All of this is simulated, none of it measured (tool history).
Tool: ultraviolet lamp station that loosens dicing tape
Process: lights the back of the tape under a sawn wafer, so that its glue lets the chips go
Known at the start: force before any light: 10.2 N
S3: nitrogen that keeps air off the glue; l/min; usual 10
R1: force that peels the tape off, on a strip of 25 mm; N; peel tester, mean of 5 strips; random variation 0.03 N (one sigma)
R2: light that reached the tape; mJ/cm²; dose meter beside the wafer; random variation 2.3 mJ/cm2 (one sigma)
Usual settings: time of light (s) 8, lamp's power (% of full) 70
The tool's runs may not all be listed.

{"run": 1, "hour": 0.0, "time of light (s)": 8, "lamp's power (% of full)": 70, "S3": 10, "R1": 2.14, "R2": 159}
{"run": 2, "hour": 14.8, "time of light (s)": 8, "lamp's power (% of full)": 70, "S3": 10, "R1": 2.262, "R2": 156}
{"run": 3, "hour": 40.2, "time of light (s)": 8, "lamp's power (% of full)": 70, "S3": 10, "R1": 2.294, "R2": 157}
{"run": 4, "hour": 64.0, "time of light (s)": 8, "lamp's power (% of full)": 70, "S3": 11, "R1": 2.254, "R2": 158}
{"hour": 66.5, "done": "window cleaned of glue's vapour"}
{"run": 5, "hour": 81.8, "time of light (s)": 8, "lamp's power (% of full)": 70, "S3": 11, "R1": 2.394, "R2": 149}
{"run": 6, "hour": 104.2, "time of light (s)": 8, "lamp's power (% of full)": 70, "S3": 11, "R1": 2.413, "R2": 146}
{"run": 7, "hour": 135.8, "time of light (s)": 8, "lamp's power (% of full)": 70, "S3": 3, "R1": 3.817, "R2": 147}
{"run": 8, "hour": 163.7, "time of light (s)": 4, "lamp's power (% of full)": 79, "S3": 9, "R1": 4.794, "R2": 80}
{"run": 9, "hour": 197.2, "time of light (s)": 4, "lamp's power (% of full)": 91, "S3": 5, "R1": 4.748, "R2": 91}
{"run": 10, "hour": 218.6, "time of light (s)": 4, "lamp's power (% of full)": 91, "S3": 6, "R1": 4.583, "R2": 92}
{"hour": 247.7, "done": "window cleaned of glue's vapour, once more"}
{"run": 11, "hour": 250.8, "time of light (s)": 13, "lamp's power (% of full)": 68, "S3": 5, "R1": 1.462, "R2": 259}
{"run": 12, "hour": 268.2, "time of light (s)": 8, "lamp's power (% of full)": 64, "S3": 3, "R1": 4.054, "R2": 152}
{"run": 13, "hour": 296.8, "time of light (s)": 8, "lamp's power (% of full)": 64, "S3": 8, "R1": 2.699, "R2": 150}
{"run": 14, "hour": 316.5, "time of light (s)": 8, "lamp's power (% of full)": 64, "S3": 8, "R1": 2.678, "R2": 148}

The same runs without the tool's hidden state, with the same run-to-run variation:
The hidden state here: lamp's light, % of a new lamp's; light that the window lets through, % of a clean one's; drift of the gauge itself on peel_n, %; drift of the gauge itself on dose_mj_cm2, %.
run=1 R1=1.414 R2=206
run=2 R1=1.487 R2=203
run=3 R1=1.497 R2=206
run=4 R1=1.444 R2=207
run=5 R1=1.42 R2=207
run=6 R1=1.425 R2=205
run=7 R1=2.617 R2=207
run=8 R1=3.5 R2=114
run=9 R1=3.494 R2=131
run=10 R1=3.3 R2=133
run=11 R1=0.951 R2=325
run=12 R1=3.164 R2=191
run=13 R1=1.922 R2=190
run=14 R1=1.896 R2=189
